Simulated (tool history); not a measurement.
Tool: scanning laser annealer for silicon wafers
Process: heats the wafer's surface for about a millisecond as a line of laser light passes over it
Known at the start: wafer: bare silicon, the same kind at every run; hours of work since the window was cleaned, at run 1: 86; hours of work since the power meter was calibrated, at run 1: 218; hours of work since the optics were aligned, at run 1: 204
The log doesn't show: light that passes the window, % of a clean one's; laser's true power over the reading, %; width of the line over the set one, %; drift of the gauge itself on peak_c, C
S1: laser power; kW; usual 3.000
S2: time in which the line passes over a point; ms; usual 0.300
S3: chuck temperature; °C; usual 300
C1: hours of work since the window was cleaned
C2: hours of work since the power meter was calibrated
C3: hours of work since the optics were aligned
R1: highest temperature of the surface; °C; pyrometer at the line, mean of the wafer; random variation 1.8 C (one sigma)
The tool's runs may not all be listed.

run,hour,S1,S2,S3,C1,C2,C3,R1
1,0.0,3.000,0.300,300,86,218,204,1032
2,19.0,2.641,0.300,300,95,227,213,922
3,40.9,3.000,0.300,307,105,237,223,1040
4,67.4,2.685,0.300,300,117,250,235,935
5,87.3,2.685,0.300,300,127,259,245,934
6,116.2,3.000,0.300,300,140,273,258,1028
7,140.1,3.000,0.300,300,151,284,269,1029
8,159.6,3.000,0.300,300,160,293,279,1028
9,173.8,3.000,0.222,300,167,299,285,911
10,196.8,3.000,0.222,300,178,310,296,912
11,228.6,3.000,0.222,300,193,325,311,911
12,261.5,3.000,0.222,300,208,340,326,911
13,279.2,3.000,0.222,300,216,349,335,914
14,304.6,3.000,0.253,300,228,361,346,960
15,321.2,3.000,0.300,300,236,368,354,1025
16,348.8,3.000,0.300,300,249,381,367,1029
17,364.1,3.000,0.300,303,256,388,374,1025
18,388.5,2.864,0.300,300,268,400,386,983
19,419.2,2.912,0.300,300,282,414,400,997
20,449.9,2.912,0.300,300,296,429,414,997
21,471.6,2.912,0.300,300,306,439,425,999
22,502.7,2.689,0.300,280,321,453,439,909
23,532.1,3.059,0.295,300,335,467,453,1033
24,556.6,2.893,0.289,300,346,479,464,977
# hour 562.3: laser's power meter calibrated
25,574.3,3.000,0.352,301,353,6,471,1091
26,606.2,3.000,0.275,296,368,21,486,985
27,624.4,2.757,0.275,296,376,29,495,912
28,654.8,3.027,0.300,300,391,43,509,1027
29,683.7,3.123,0.319,311,404,57,522,1097
30,700.7,3.123,0.319,311,412,65,530,1097
31,728.6,2.936,0.348,311,425,78,543,1077
# hour 758.6: laser's power meter calibrated, once more
32,762.5,2.936,0.348,311,440,2,558,1070
33,791.9,2.936,0.348,311,453,16,572,1067
34,814.2,2.599,0.300,311,464,26,582,903
35,846.9,2.599,0.300,311,479,41,597,905
36,864.5,3.191,0.300,311,487,50,606,1084
# hour 878.3: window over the wafer cleaned
37,887.1,3.191,0.300,311,4,59,615,1101
38,908.3,2.812,0.357,320,14,69,625,1063
39,940.5,2.812,0.271,305,29,84,640,939
40,973.9,2.812,0.271,305,45,100,656,937
41,1006.0,2.812,0.271,305,60,115,671,936

4 ways to go on from here, each from the tool as it stands after run 41. What would each give?
A,1022.3,3.120,0.372,310,67,122,678,?
B,1022.3,2.866,0.288,284,67,122,678,?
C,1022.3,2.710,0.300,333,67,122,678,?
D,1022.3,2.828,0.213,313,67,122,678,?

run,R1
A,1177
B,953
C,972
D,866
Without the tool's hidden state the same runs would have given:
run,R1
A,1191
B,964
C,983
D,875

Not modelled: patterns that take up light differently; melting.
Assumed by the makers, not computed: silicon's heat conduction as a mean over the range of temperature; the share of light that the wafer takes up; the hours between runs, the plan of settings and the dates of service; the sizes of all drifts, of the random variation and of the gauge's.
